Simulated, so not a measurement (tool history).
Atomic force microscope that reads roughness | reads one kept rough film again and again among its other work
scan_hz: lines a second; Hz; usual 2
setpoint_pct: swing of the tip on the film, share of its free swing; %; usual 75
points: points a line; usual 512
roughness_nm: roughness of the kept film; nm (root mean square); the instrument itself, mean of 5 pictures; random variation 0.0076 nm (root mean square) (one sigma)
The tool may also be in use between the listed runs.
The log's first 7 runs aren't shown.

run,day,scan_hz,setpoint_pct,points,roughness_nm
# day 13.438: height scale calibrated on a step standard
8,14.517,2,75,512,1.36
# day 16.462: new tip fitted
9,17.596,2,75,512,1.519
10,20.512,2,75,512,1.289
# day 21.688: new tip fitted
11,23.258,2.45,75,512,1.421
12,25.558,2,75,844,1.306
# day 26.762: new tip fitted
13,27.604,2,75,844,1.53
14,30.2,2,75,512,1.331
# day 31.95: new tip fitted
15,32.583,2,75,512,1.542
16,34.883,2,75,512,1.355
# day 36.979: new tip fitted
17,37.225,2,75,512,1.581
18,39.679,2,75,496,1.379
19,41.004,0.74,75,496,1.405
# day 42.092: new tip fitted
20,42.817,3.75,87,331,1.176
21,45.229,1.28,71,835,1.429
# day 47.142: new tip fitted
22,48.221,2,67,512,1.556
23,50.375,2,75,773,1.348
# day 52.3: new tip fitted
24,53.254,2,75,773,1.525
25,56.138,2,75,773,1.314
# day 57.35: new tip fitted
26,57.592,1.11,66,773,1.709
27,60.008,1.11,66,773,1.491
28,61.308,2.73,79,601,1.2
# day 62.375: new tip fitted
29,63.746,2.73,79,601,1.362

Forecast run 30:
30,65.554,2.73,79,601,?

Run 30 gave roughness_nm 1.26 nm (root mean square).
Without the tool's hidden state the same run would have given roughness_nm 1.505 nm (root mean square).
